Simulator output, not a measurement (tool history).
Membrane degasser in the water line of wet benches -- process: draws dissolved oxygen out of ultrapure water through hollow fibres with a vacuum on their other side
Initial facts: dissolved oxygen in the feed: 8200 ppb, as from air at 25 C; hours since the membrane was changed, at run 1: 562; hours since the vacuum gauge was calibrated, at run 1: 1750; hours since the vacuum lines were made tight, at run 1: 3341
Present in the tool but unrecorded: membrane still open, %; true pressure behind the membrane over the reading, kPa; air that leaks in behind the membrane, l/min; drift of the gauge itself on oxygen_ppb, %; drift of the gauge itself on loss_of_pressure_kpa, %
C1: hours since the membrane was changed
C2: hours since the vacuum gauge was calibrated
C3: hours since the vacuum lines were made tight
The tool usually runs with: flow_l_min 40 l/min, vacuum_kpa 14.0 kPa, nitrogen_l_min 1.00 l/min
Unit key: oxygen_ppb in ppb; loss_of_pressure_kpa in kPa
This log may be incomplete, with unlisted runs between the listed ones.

Run 1, day 0.000: usual settings; C1 562; C2 1750; C3 3341. Result: oxygen_ppb 804.0 ppb, loss_of_pressure_kpa 66.38 kPa.
Run 2, day 1.483: usual settings; C1 598; C2 1785; C3 3377. Result: oxygen_ppb 803.1 ppb, loss_of_pressure_kpa 66.50 kPa.
Run 3, day 3.925: usual settings; C1 656; C2 1844; C3 3435. Result: oxygen_ppb 804.7 ppb, loss_of_pressure_kpa 66.28 kPa.
Run 4, day 5.496: usual settings; C1 694; C2 1882; C3 3473. Result: oxygen_ppb 804.9 ppb, loss_of_pressure_kpa 66.34 kPa.
Run 5, day 6.879: usual settings but nitrogen_l_min 2.69 l/min; C1 727; C2 1915; C3 3506. Result: oxygen_ppb 359.0 ppb, loss_of_pressure_kpa 66.27 kPa.
Run 6, day 8.867: usual settings but vacuum_kpa 10.4 kPa; C1 775; C2 1963; C3 3554. Result: oxygen_ppb 552.7 ppb, loss_of_pressure_kpa 66.40 kPa.
Run 7, day 11.438: usual settings but vacuum_kpa 10.4 kPa; C1 837; C2 2024; C3 3616. Result: oxygen_ppb 553.2 ppb, loss_of_pressure_kpa 66.63 kPa.
Run 8, day 12.833: usual settings but vacuum_kpa 10.4 kPa; C1 870; C2 2058; C3 3649. Result: oxygen_ppb 553.7 ppb, loss_of_pressure_kpa 66.73 kPa.
Run 9, day 15.362: usual settings but vacuum_kpa 10.4 kPa; C1 931; C2 2118; C3 3710. Result: oxygen_ppb 552.7 ppb, loss_of_pressure_kpa 65.96 kPa.
Run 10, day 16.729: usual settings but vacuum_kpa 10.4 kPa; C1 964; C2 2151; C3 3743. Result: oxygen_ppb 553.1 ppb, loss_of_pressure_kpa 66.49 kPa.
Run 11, day 18.942: usual settings but vacuum_kpa 10.4 kPa; C1 1017; C2 2204; C3 3796. Result: oxygen_ppb 553.7 ppb, loss_of_pressure_kpa 66.81 kPa.
Run 12, day 20.204: usual settings but vacuum_kpa 10.4 kPa; C1 1047; C2 2235; C3 3826. Result: oxygen_ppb 553.5 ppb, loss_of_pressure_kpa 66.54 kPa.
Run 13, day 21.917: usual settings but nitrogen_l_min 1.01 l/min; C1 1088; C2 2276; C3 3867. Result: oxygen_ppb 799.0 ppb, loss_of_pressure_kpa 66.42 kPa.
Run 14, day 23.892: usual settings but flow_l_min 44 l/min, vacuum_kpa 11.0 kPa; C1 1136; C2 2323; C3 3914. Result: oxygen_ppb 641.5 ppb, loss_of_pressure_kpa 73.11 kPa.
Run 15, day 25.442: usual settings but flow_l_min 25 l/min, nitrogen_l_min 2.67 l/min; C1 1173; C2 2360; C3 3952. Result: oxygen_ppb 236.0 ppb, loss_of_pressure_kpa 41.57 kPa.
Run 16, day 27.512: usual settings but flow_l_min 27 l/min, vacuum_kpa 15.1 kPa, nitrogen_l_min 1.35 l/min; C1 1222; C2 2410; C3 4001. Result: oxygen_ppb 505.9 ppb, loss_of_pressure_kpa 44.97 kPa.
Run 17, day 28.738: usual settings but flow_l_min 61 l/min, vacuum_kpa 23.4 kPa, nitrogen_l_min 0.47 l/min; C1 1252; C2 2439; C3 4031. Result: oxygen_ppb 2820.7 ppb, loss_of_pressure_kpa 101.77 kPa.
Run 18, day 31.238: usual settings but flow_l_min 61 l/min, vacuum_kpa 23.4 kPa, nitrogen_l_min 0.47 l/min; C1 1312; C2 2499; C3 4091. Result: oxygen_ppb 2819.0 ppb, loss_of_pressure_kpa 102.13 kPa.
Run 19, day 33.142: usual settings but nitrogen_l_min 0.98 l/min; C1 1358; C2 2545; C3 4137. Result: oxygen_ppb 818.0 ppb, loss_of_pressure_kpa 66.46 kPa.
Run 20, day 35.325: usual settings but nitrogen_l_min 0.98 l/min; C1 1410; C2 2598; C3 4189. Result: oxygen_ppb 818.0 ppb, loss_of_pressure_kpa 66.48 kPa.
Run 21, day 37.412: usual settings but flow_l_min 59 l/min, nitrogen_l_min 2.14 l/min; C1 1460; C2 2648; C3 4239. Result: oxygen_ppb 611.4 ppb, loss_of_pressure_kpa 99.25 kPa.
Run 22, day 39.358: usual settings but flow_l_min 59 l/min, nitrogen_l_min 2.14 l/min; C1 1507; C2 2694; C3 4286. Result: oxygen_ppb 610.9 ppb, loss_of_pressure_kpa 98.35 kPa.
Run 23, day 41.562: usual settings but flow_l_min 49 l/min, vacuum_kpa 14.1 kPa, nitrogen_l_min 0.73 l/min; C1 1560; C2 2747; C3 4339. Result: oxygen_ppb 1168.2 ppb, loss_of_pressure_kpa 81.47 kPa.
Run 24, day 43.200: usual settings but flow_l_min 52 l/min, vacuum_kpa 14.1 kPa, nitrogen_l_min 0.73 l/min; C1 1599; C2 2787; C3 4378. Result: oxygen_ppb 1214.0 ppb, loss_of_pressure_kpa 87.07 kPa.
Run 25, day 44.700: usual settings but flow_l_min 32 l/min, vacuum_kpa 29.2 kPa, nitrogen_l_min 2.56 l/min; C1 1635; C2 2823; C3 4414. Result: oxygen_ppb 702.3 ppb, loss_of_pressure_kpa 53.15 kPa.
Run 26, day 46.021: usual settings but flow_l_min 32 l/min, vacuum_kpa 29.2 kPa, nitrogen_l_min 2.56 l/min; C1 1667; C2 2854; C3 4446. Result: oxygen_ppb 702.6 ppb, loss_of_pressure_kpa 53.39 kPa.

4 ways to go on from here, each from the tool as it stands after run 26. What would each give?
Run A, day 47.321: usual settings but flow_l_min 32 l/min, vacuum_kpa 29.2 kPa, nitrogen_l_min 2.25 l/min; C1 1698; C2 2885; C3 4477. Result: oxygen_ppb ?, loss_of_pressure_kpa ?.
Run B, day 47.321: usual settings but flow_l_min 44 l/min, nitrogen_l_min 0.61 l/min; C1 1698; C2 2885; C3 4477. Result: oxygen_ppb ?, loss_of_pressure_kpa ?.
Run C, day 47.321: usual settings but flow_l_min 60 l/min, vacuum_kpa 19.6 kPa, nitrogen_l_min 2.56 l/min; C1 1698; C2 2885; C3 4477. Result: oxygen_ppb ?, loss_of_pressure_kpa ?.
Run D, day 47.321: usual settings but flow_l_min 34 l/min, vacuum_kpa 29.2 kPa, nitrogen_l_min 0.55 l/min; C1 1698; C2 2885; C3 4477. Result: oxygen_ppb ?, loss_of_pressure_kpa ?.

run  oxygen_ppb  loss_of_pressure_kpa
  A       782.5                 53.51
  B      1211.4                 73.27
  C       785.2                100.49
  D      2280.1                 57.14
With no hidden state in the tool, these same runs would have given:
run  oxygen_ppb  loss_of_pressure_kpa
  A       778.1                 53.13
  B      1204.2                 72.74
  C       780.3                 99.77
  D      2274.9                 56.73
